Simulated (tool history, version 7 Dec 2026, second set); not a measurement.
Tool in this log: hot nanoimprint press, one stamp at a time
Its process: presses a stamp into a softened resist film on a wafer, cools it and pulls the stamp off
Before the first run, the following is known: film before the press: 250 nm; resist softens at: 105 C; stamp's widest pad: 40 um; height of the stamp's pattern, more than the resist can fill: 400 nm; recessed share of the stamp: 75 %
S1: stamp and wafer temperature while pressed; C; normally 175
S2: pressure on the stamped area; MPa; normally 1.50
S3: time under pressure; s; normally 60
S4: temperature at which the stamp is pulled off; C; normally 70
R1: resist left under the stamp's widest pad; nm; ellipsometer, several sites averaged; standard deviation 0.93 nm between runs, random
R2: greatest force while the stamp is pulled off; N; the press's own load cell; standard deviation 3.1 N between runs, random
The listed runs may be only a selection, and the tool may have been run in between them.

Run 1, hour 0.0: usual settings. Result: R1 132.8 nm, R2 165 N.
Run 2, hour 60.9: usual settings. Result: R1 132.8 nm, R2 170 N.
Run 3, hour 94.6: usual settings. Result: R1 134.1 nm, R2 178 N.
Run 4, hour 154.3: usual settings but S1 180 C. Result: R1 106.5 nm, R2 181 N.
Run 5, hour 206.7: usual settings but S1 180 C. Result: R1 104.9 nm, R2 183 N.
Run 6, hour 271.0: usual settings but S1 180 C. Result: R1 106.4 nm, R2 188 N.
Run 7, hour 323.9: usual settings but S1 180 C. Result: R1 107.3 nm, R2 195 N.
Run 8, hour 364.0: usual settings but S3 92 s. Result: R1 115.8 nm, R2 198 N.
Run 9, hour 424.3: usual settings but S3 92 s. Result: R1 116.9 nm, R2 157 N.
Run 10, hour 489.8: usual settings but S3 70 s. Result: R1 126.7 nm, R2 164 N.
Run 11, hour 549.0: usual settings but S3 70 s. Result: R1 129.7 nm, R2 175 N.
Run 12, hour 631.2: usual settings but S1 183 C. Result: R1 98.1 nm, R2 175 N.
Run 13, hour 696.2: usual settings but S1 183 C. Result: R1 98.3 nm, R2 184 N.
Run 14, hour 762.9: usual settings. Result: R1 137.0 nm, R2 198 N.
Run 15, hour 808.4: usual settings. Result: R1 138.3 nm, R2 195 N.
Run 16, hour 860.1: usual settings but S2 1.79 MPa, S3 85 s, S4 60 C. Result: R1 115.6 nm, R2 225 N.
Run 17, hour 926.7: usual settings but S1 172 C. Result: R1 158.7 nm, R2 166 N.
Run 18, hour 1012.9: usual settings but S1 172 C. Result: R1 163.0 nm, R2 164 N.
Run 19, hour 1081.2: usual settings but S1 172 C. Result: R1 164.6 nm, R2 178 N.
Run 20, hour 1155.2: usual settings but S3 91 s. Result: R1 128.9 nm, R2 187 N.
Run 21, hour 1208.2: usual settings but S1 186 C, S2 1.01 MPa, S3 91 s. Result: R1 95.9 nm, R2 196 N.
Run 22, hour 1261.1: usual settings but S1 186 C, S2 1.01 MPa, S3 91 s. Result: R1 84.8 nm, R2 187 N.
Run 23, hour 1329.0: usual settings but S1 186 C, S2 1.01 MPa, S3 91 s. Result: R1 85.0 nm, R2 188 N.
Run 24, hour 1362.8: usual settings but S1 177 C, S2 1.07 MPa. Result: R1 141.4 nm, R2 204 N.
Run 25, hour 1427.8: usual settings but S1 173 C, S2 1.29 MPa, S3 93 s. Result: R1 134.0 nm, R2 160 N.
Run 26, hour 1472.6: usual settings but S1 173 C, S2 1.29 MPa, S3 93 s. Result: R1 134.7 nm, R2 169 N.
Run 27, hour 1547.0: usual settings but S1 187 C, S3 43 s, S4 71 C. Result: R1 94.4 nm, R2 174 N.
Run 28, hour 1585.6: usual settings but S1 187 C, S3 43 s, S4 71 C. Result: R1 94.9 nm, R2 180 N.
Run 29, hour 1630.7: usual settings but S1 187 C, S2 1.52 MPa, S3 43 s, S4 71 C. Result: R1 94.0 nm, R2 176 N.

Between the runs listed above, the log contained 6 entries, not reproduced here. Where in the sequence does each belong, and how does what the log doesn't record of the tool's condition differ from the listed run before to the listed run after?
Logged between run 3 and run 4: press's hydraulic seals changed and the load cell set to zero (hour 137.2)
  true temperature over the reading, C: -0.04 -> -0.15; pressure that arrives at the usual setting, %: 92.68 -> 100.06; grip of the stamp's worn release coat, % over a new coat's: 10.3 -> 13.2
  measured less the result without the state, R1: +4.5 -> +0.7 nm; R2: +17 -> +21 N
Logged between run 8 and run 9: stamp cleaned and given a new release coat (hour 409.2)
  true temperature over the reading, C: -0.62 -> -0.73; pressure that arrives at the usual setting, %: 99.27 -> 99.06; grip of the stamp's worn release coat, % over a new coat's: 24.8 -> 0.8
  measured less the result without the state, R1: +3.6 -> +4.3 nm; R2: +41 -> +3 N
Logged between run 16 and run 17: stamp cleaned and given a new release coat (hour 907.2)
  true temperature over the reading, C: -1.65 -> -1.78; pressure that arrives at the usual setting, %: 97.38 -> 97.15; grip of the stamp's worn release coat, % over a new coat's: 24.5 -> 1
  measured less the result without the state, R1: +10.1 -> +12.2 nm; R2: +47 -> +5 N
Logged between run 17 and run 18: plate thermocouple calibrated (hour 956.1)
  true temperature over the reading, C: -1.78 -> -2.37; pressure that arrives at the usual setting, %: 97.15 -> 96.82; grip of the stamp's worn release coat, % over a new coat's: 1 -> 5.5
  measured less the result without the state, R1: +12.2 -> +15.9 nm; R2: +5 -> +13 N
Logged between run 21 and run 22: plate thermocouple calibrated, once more (hour 1244.4)
  true temperature over the reading, C: -2.76 -> 0.05; pressure that arrives at the usual setting, %: 96.09 -> 95.9; grip of the stamp's worn release coat, % over a new coat's: 16 -> 18.8
  measured less the result without the state, R1: +11.6 -> +1.0 nm; R2: +32 -> +30 N
Logged between run 24 and run 25: stamp cleaned and given a new release coat (hour 1408.2)
  true temperature over the reading, C: -0.18 -> -0.29; pressure that arrives at the usual setting, %: 95.51 -> 95.26; grip of the stamp's worn release coat, % over a new coat's: 24.5 -> 1
  measured less the result without the state, R1: +2.8 -> +4.0 nm; R2: +40 -> +2 N
